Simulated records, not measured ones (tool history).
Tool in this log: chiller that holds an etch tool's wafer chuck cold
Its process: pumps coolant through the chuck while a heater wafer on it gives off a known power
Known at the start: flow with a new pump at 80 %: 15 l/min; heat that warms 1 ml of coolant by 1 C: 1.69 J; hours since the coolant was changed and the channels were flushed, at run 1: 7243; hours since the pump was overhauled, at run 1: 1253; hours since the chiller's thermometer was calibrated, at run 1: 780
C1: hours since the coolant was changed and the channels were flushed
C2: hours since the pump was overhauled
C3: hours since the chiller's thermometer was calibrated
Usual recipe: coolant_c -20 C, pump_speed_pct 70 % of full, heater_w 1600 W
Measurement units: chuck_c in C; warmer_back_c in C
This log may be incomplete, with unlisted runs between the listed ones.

run 1 hour=0 | coolant_c=-20 pump_speed_pct=70 heater_w=1600 | C1=7243 C2=1253 C3=780 | chuck_c=-2.8 warmer_back_c=4.4
run 2 hour=22.1 | coolant_c=-20 pump_speed_pct=70 heater_w=1600 | C1=7265 C2=1275 C3=802 | chuck_c=-2.9 warmer_back_c=4.38
run 3 hour=47.9 | coolant_c=-20 pump_speed_pct=70 heater_w=1600 | C1=7290 C2=1301 C3=828 | chuck_c=-2.8 warmer_back_c=4.38
run 4 hour=62.5 | coolant_c=-20 pump_speed_pct=70 heater_w=1600 | C1=7305 C2=1315 C3=843 | chuck_c=-2.7 warmer_back_c=4.41
run 5 hour=79.4 | coolant_c=-20 pump_speed_pct=70 heater_w=1376 | C1=7322 C2=1332 C3=860 | chuck_c=-5.1 warmer_back_c=3.82
run 6 hour=107 | coolant_c=-20 pump_speed_pct=70 heater_w=1376 | C1=7350 C2=1360 C3=887 | chuck_c=-5.1 warmer_back_c=3.81
run 7 hour=133.7 | coolant_c=-13 pump_speed_pct=70 heater_w=1600 | C1=7376 C2=1387 C3=914 | chuck_c=4.2 warmer_back_c=4.41
run 8 hour=168.1 | coolant_c=-13 pump_speed_pct=70 heater_w=1063 | C1=7411 C2=1421 C3=948 | chuck_c=-1.5 warmer_back_c=2.93
run 9 hour=185.2 | coolant_c=-20 pump_speed_pct=70 heater_w=1600 | C1=7428 C2=1438 C3=965 | chuck_c=-2.7 warmer_back_c=4.43
run 10 hour=220.6 | coolant_c=-20 pump_speed_pct=86 heater_w=1600 | C1=7463 C2=1473 C3=1001 | chuck_c=-4.2 warmer_back_c=3.61
run 11 hour=247.8 | coolant_c=-20 pump_speed_pct=86 heater_w=1600 | C1=7490 C2=1501 C3=1028 | chuck_c=-4.4 warmer_back_c=3.62
run 12 hour=270.1 | coolant_c=-20 pump_speed_pct=70 heater_w=1600 | C1=7513 C2=1523 C3=1050 | chuck_c=-2.6 warmer_back_c=4.42
run 13 hour=296.2 | coolant_c=-20 pump_speed_pct=70 heater_w=1600 | C1=7539 C2=1549 C3=1076 | chuck_c=-2.6 warmer_back_c=4.38
run 14 hour=331 | coolant_c=-20 pump_speed_pct=70 heater_w=1600 | C1=7574 C2=1584 C3=1111 | chuck_c=-2.5 warmer_back_c=4.48
run 15 hour=358 | coolant_c=-20 pump_speed_pct=70 heater_w=1600 | C1=7601 C2=1611 C3=1138 | chuck_c=-2.5 warmer_back_c=4.42
run 16 hour=375.9 | coolant_c=-20 pump_speed_pct=70 heater_w=1600 | C1=7619 C2=1629 C3=1156 | chuck_c=-2.4 warmer_back_c=4.45
run 17 hour=408.3 | coolant_c=-22 pump_speed_pct=96 heater_w=1286 | C1=7651 C2=1661 C3=1188 | chuck_c=-9.9 warmer_back_c=2.58
run 18 hour=431.5 | coolant_c=-22 pump_speed_pct=96 heater_w=1286 | C1=7674 C2=1684 C3=1212 | chuck_c=-10 warmer_back_c=2.6
run 19 hour=465.5 | coolant_c=-22 pump_speed_pct=96 heater_w=1286 | C1=7708 C2=1718 C3=1246 | chuck_c=-10 warmer_back_c=2.58
run 20 hour=495.3 | coolant_c=-29 pump_speed_pct=67 heater_w=1294 | C1=7738 C2=1748 C3=1276 | chuck_c=-14.4 warmer_back_c=3.75
run 21 hour=511.4 | coolant_c=-24 pump_speed_pct=88 heater_w=977 | C1=7754 C2=1764 C3=1292 | chuck_c=-14.3 warmer_back_c=2.14
run 22 hour=530.4 | coolant_c=-16 pump_speed_pct=80 heater_w=2250 | C1=7773 C2=1783 C3=1311 | chuck_c=7.1 warmer_back_c=5.51
run 23 hour=563.2 | coolant_c=-16 pump_speed_pct=80 heater_w=2250 | C1=7806 C2=1816 C3=1343 | chuck_c=7.3 warmer_back_c=5.49
run 24 hour=581.2 | coolant_c=-16 pump_speed_pct=80 heater_w=2353 | C1=7824 C2=1834 C3=1361 | chuck_c=8.2 warmer_back_c=5.74
run 25 hour=612.7 | coolant_c=-13 pump_speed_pct=63 heater_w=1600 | C1=7855 C2=1866 C3=1393 | chuck_c=5.5 warmer_back_c=4.94
run 26 hour=640.1 | coolant_c=-13 pump_speed_pct=63 heater_w=1600 | C1=7883 C2=1893 C3=1420 | chuck_c=5.5 warmer_back_c=4.95
run 27 hour=672.2 | coolant_c=-13 pump_speed_pct=63 heater_w=1600 | C1=7915 C2=1925 C3=1452 | chuck_c=5.8 warmer_back_c=4.98
run 28 hour=689.2 | coolant_c=-22 pump_speed_pct=87 heater_w=1092 | C1=7932 C2=1942 C3=1469 | chuck_c=-11.1 warmer_back_c=2.42
run 29 hour=725.7 | coolant_c=-28 pump_speed_pct=87 heater_w=2095 | C1=7968 C2=1979 C3=1506 | chuck_c=-7.3 warmer_back_c=4.66
run 30 hour=750.5 | coolant_c=-28 pump_speed_pct=87 heater_w=2095 | C1=7993 C2=2003 C3=1531 | chuck_c=-7 warmer_back_c=4.69
run 31 hour=779.2 | coolant_c=-28 pump_speed_pct=87 heater_w=2095 | C1=8022 C2=2032 C3=1559 | chuck_c=-7.1 warmer_back_c=4.66

Predict each of these 5 candidate next runs independently; none follows another, all start after run 31:
run A hour=799.3 | coolant_c=-20 pump_speed_pct=83 heater_w=1600 | C1=8042 C2=2052 C3=1580 | chuck_c=? warmer_back_c=?
run B hour=799.3 | coolant_c=-28 pump_speed_pct=87 heater_w=1443 | C1=8042 C2=2052 C3=1580 | chuck_c=? warmer_back_c=?
run C hour=799.3 | coolant_c=-26 pump_speed_pct=87 heater_w=932 | C1=8042 C2=2052 C3=1580 | chuck_c=? warmer_back_c=?
run D hour=799.3 | coolant_c=-18 pump_speed_pct=87 heater_w=2095 | C1=8042 C2=2052 C3=1580 | chuck_c=? warmer_back_c=?
run E hour=799.3 | coolant_c=-20 pump_speed_pct=70 heater_w=2019 | C1=8042 C2=2052 C3=1580 | chuck_c=? warmer_back_c=?

run=A chuck_c=-3.8 warmer_back_c=3.71
run=B chuck_c=-13.5 warmer_back_c=3.28
run=C chuck_c=-16.8 warmer_back_c=2.1
run=D chuck_c=2.9 warmer_back_c=4.71
run=E chuck_c=2.4 warmer_back_c=5.69
With no hidden state in the tool, these same runs would have given:
run=A chuck_c=-7.3 warmer_back_c=3.6
run=B chuck_c=-16.7 warmer_back_c=3.19
run=C chuck_c=-18.9 warmer_back_c=2.04
run=D chuck_c=-1.5 warmer_back_c=4.58
run=E chuck_c=-2.2 warmer_back_c=5.53
